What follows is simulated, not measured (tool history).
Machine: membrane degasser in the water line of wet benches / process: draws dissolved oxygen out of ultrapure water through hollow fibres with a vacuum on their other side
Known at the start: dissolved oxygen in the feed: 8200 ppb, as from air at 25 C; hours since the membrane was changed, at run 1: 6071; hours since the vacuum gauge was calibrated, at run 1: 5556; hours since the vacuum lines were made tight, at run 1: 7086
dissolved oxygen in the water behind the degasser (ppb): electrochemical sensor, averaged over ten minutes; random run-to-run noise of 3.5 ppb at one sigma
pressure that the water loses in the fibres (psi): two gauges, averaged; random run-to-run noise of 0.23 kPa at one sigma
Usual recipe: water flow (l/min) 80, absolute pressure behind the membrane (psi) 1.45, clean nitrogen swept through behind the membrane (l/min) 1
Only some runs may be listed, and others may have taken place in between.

| run | day | water flow (l/min) | absolute pressure behind the membrane (psi) | clean nitrogen swept through behind the membrane (l/min) | hours since the membrane was changed | hours since the vacuum gauge was calibrated | hours since the vacuum lines were made tight | dissolved oxygen in the water behind the degasser (ppb) | pressure that the water loses in the fibres (psi) |
|---|---|---|---|---|---|---|---|---|---|
| 1 | 0 | 80 | 1.45 | 1 | 6071 | 5556 | 7086 | 902.1 | 8.409 |
| 2 | 7.146 | 80 | 1.45 | 1 | 6242 | 5727 | 7257 | 901.6 | 8.428 |
| 3 | 12.608 | 80 | 1.45 | 1.58 | 6373 | 5858 | 7388 | 670.9 | 8.48 |
| 4 | 18.762 | 80 | 1.45 | 1.58 | 6521 | 6006 | 7536 | 670.6 | 8.434 |
| 5 | 22.038 | 80 | 1.45 | 1.58 | 6600 | 6084 | 7615 | 670 | 8.418 |
|  | 22.379 | vacuum gauge calibrated |
| 6 | 28.871 | 80 | 1.45 | 1.58 | 6763 | 156 | 7778 | 685.1 | 8.412 |
| 7 | 35.6 | 90 | 2.19 | 0.69 | 6925 | 317 | 7940 | 1924.5 | 9.465 |
|  | 36.529 | vacuum gauge calibrated, once more |
| 8 | 40.175 | 80 | 1.45 | 1.24 | 7034 | 87 | 8049 | 760.3 | 8.563 |
| 9 | 45.85 | 49 | 3 | 0.99 | 7170 | 224 | 8185 | 1429.5 | 5.126 |
| 10 | 53.392 | 80 | 2.02 | 2.26 | 7351 | 405 | 8366 | 753.7 | 8.451 |
| 11 | 60.95 | 56 | 1.45 | 1.6 | 7533 | 586 | 8548 | 479.4 | 5.896 |

Branching from run 11: 4 alternative next runs. What would each branch give?
| A | 68.521 | 102 | 1.06 | 1.6 | 7714 | 768 | 8729 | ? | ? |
| B | 68.521 | 56 | 1.45 | 2.24 | 7714 | 768 | 8729 | ? | ? |
| C | 68.521 | 98 | 1.45 | 1.61 | 7714 | 768 | 8729 | ? | ? |
| D | 68.521 | 93 | 1.38 | 0.9 | 7714 | 768 | 8729 | ? | ? |

| run | dissolved oxygen in the water behind the degasser (ppb) | pressure that the water loses in the fibres (psi) |
|---|---|---|
| A | 518.5 | 10.76 |
| B | 365.4 | 5.919 |
| C | 757.9 | 10.34 |
| D | 962.6 | 9.828 |
The same runs, with their run-to-run variation unchanged, on a tool lacking any hidden condition would have given:
| run | dissolved oxygen in the water behind the degasser (ppb) | pressure that the water loses in the fibres (psi) |
|---|---|---|
| A | 510.2 | 10.464 |
| B | 361.9 | 5.757 |
| C | 751.2 | 10.054 |
| D | 961.4 | 9.557 |
